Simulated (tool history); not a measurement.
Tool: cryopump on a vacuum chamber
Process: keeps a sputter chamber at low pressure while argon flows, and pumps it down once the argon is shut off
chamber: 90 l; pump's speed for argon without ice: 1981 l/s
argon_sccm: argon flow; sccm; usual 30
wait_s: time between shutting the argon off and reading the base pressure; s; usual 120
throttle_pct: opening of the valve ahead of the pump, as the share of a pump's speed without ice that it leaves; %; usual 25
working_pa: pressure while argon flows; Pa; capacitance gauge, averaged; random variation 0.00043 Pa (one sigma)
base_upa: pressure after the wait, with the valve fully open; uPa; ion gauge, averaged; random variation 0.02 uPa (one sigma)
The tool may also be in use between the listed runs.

run   hour  argon_sccm  wait_s  throttle_pct  working_pa  base_upa
  1      0          30     120            25      0.1067      0.46
  2   39.3          30     120            25      0.1058       0.4
  3   95.3          40     120            25      0.1424      0.42
  4  127.2          40     120            25       0.143      0.42
  5  153.8          30     120            25      0.1073      0.46
  6    209          30     120            25      0.1067      0.42
  7  250.4          30     120            25      0.1073      0.44
  8  311.1          30     120            25      0.1077      0.44
  9  352.4          30     120            25       0.108      0.49
 10  410.1          30     120            59      0.0495       0.5
 11  450.7          30     120            59      0.0495      0.48
 12  503.7          30     120            59      0.0505      0.49
     538.3  -- pump warmed up, emptied and cooled again
 13  563.4          30     209            25      0.1019      0.41
 14  592.6          30     209            25      0.1034      0.41
 15  640.5          30      59            25      0.1032       0.6
 16  689.7          39     114            35      0.0954      0.49
 17  719.9          14      45            25      0.0493      0.72
 18  776.7          14      45            25      0.0485      0.69
 19  825.7          52      45            39      0.1164      0.73

The next listed run, before its measurement:
 20  875.8          13      21            18           ?         ?

working_pa: 0.0628 Pa
base_upa: 1.15 uPa
Without the tool's hidden state the same run would have given working_pa 0.062 Pa, base_upa 0.92 uPa.
